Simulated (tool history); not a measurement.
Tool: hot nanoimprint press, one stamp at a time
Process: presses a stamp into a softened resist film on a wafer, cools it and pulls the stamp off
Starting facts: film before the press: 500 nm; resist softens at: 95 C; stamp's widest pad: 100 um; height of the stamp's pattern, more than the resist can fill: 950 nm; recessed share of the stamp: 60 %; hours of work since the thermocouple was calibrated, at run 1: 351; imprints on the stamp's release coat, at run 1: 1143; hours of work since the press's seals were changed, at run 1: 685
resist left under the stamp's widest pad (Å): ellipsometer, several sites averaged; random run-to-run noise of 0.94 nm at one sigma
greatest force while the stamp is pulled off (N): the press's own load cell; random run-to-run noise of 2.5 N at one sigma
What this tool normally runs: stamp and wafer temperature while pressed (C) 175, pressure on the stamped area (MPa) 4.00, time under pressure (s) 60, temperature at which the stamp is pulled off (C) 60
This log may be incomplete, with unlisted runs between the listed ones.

run   hour  stamp and wafer temperature while pressed (C)  pressure on the stamped area (MPa)  time under pressure (s)  temperature at which the stamp is pulled off (C)  hours of work since the thermocouple was calibrated  imprints on the stamp's release coat  hours of work since the press's seals were changed  resist left under the stamp's widest pad (Å)  greatest force while the stamp is pulled off (N)
  1    0.0                                            175                                4.00                       60                                                60                                                  351                                  1143                                                 685                                          2716                                               166
  2   46.9                                            175                                4.00                       60                                                60                                                  373                                  1249                                                 707                                          2706                                               171
  3   91.2                                            175                                4.00                       60                                                60                                                  393                                  1349                                                 728                                          2749                                               177
  4  119.6                                            175                                4.00                       51                                                60                                                  406                                  1413                                                 741                                          2871                                               182
  5  146.8                                            175                                4.00                       51                                                60                                                  419                                  1474                                                 753                                          2870                                               190
  6  188.4                                            175                                4.00                       51                                                60                                                  438                                  1568                                                 773                                          2887                                               194
  7  216.3                                            175                                4.00                       60                                                60                                                  451                                  1631                                                 786                                          2774                                               203
  8  240.5                                            175                                4.00                       60                                                60                                                  463                                  1685                                                 797                                          2740                                               197
  9  267.8                                            175                                4.00                       60                                                60                                                  475                                  1747                                                 810                                          2756                                               207
 10  292.0                                            175                                3.65                       60                                                53                                                  486                                  1801                                                 821                                          2849                                               239
 11  324.3                                            185                                2.84                       62                                                63                                                  501                                  1874                                                 836                                          2058                                               188
     363.2  -- press's hydraulic seals changed and the load cell set to zero
 12  366.5                                            185                                3.71                       62                                                63                                                  517                                  1951                                                   2                                          1771                                               199
 13  394.7                                            185                                3.71                       62                                                63                                                  530                                  2015                                                  15                                          1774                                               196
     416.4  -- stamp cleaned and given a new release coat
 14  447.8                                            185                                3.71                       62                                                63                                                  552                                    71                                                  36                                          1780                                               107
 15  485.9                                            181                                5.37                       47                                                48                                                  570                                   157                                                  54                                          2005                                               158
     518.4  -- plate thermocouple calibrated
 16  539.0                                            180                                5.31                       86                                                49                                                   10                                   270                                                  77                                          1553                                               164
 17  571.2                                            180                                5.31                       86                                                49                                                   24                                   342                                                  92                                          1568                                               169

Here are 5 independent what-if runs from the current tool condition. What would each one return?
  A  598.6                                            180                                5.31                       31                                                48                                                   37                                   404                                                 105                                             ?                                                 ?
  B  598.6                                            181                                3.16                       86                                                62                                                   37                                   404                                                 105                                             ?                                                 ?
  C  598.6                                            169                                4.00                       60                                                60                                                   37                                   404                                                 105                                             ?                                                 ?
  D  598.6                                            175                                5.97                       60                                                60                                                   37                                   404                                                 105                                             ?                                                 ?
  E  598.6                                            175                                2.77                       34                                                46                                                   37                                   404                                                 105                                             ?                                                 ?

run  resist left under the stamp's widest pad (Å)  greatest force while the stamp is pulled off (N)
  A                                          2340                                               178
  B                                          1924                                               128
  C                                          3274                                               135
  D                                          2167                                               135
  E                                          3509                                               177
Without the tool's hidden state the same runs would have given:
run  resist left under the stamp's widest pad (Å)  greatest force while the stamp is pulled off (N)
  A                                          2316                                               153
  B                                          1908                                               110
  C                                          3252                                               116
  D                                          2142                                               116
  E                                          3492                                               153
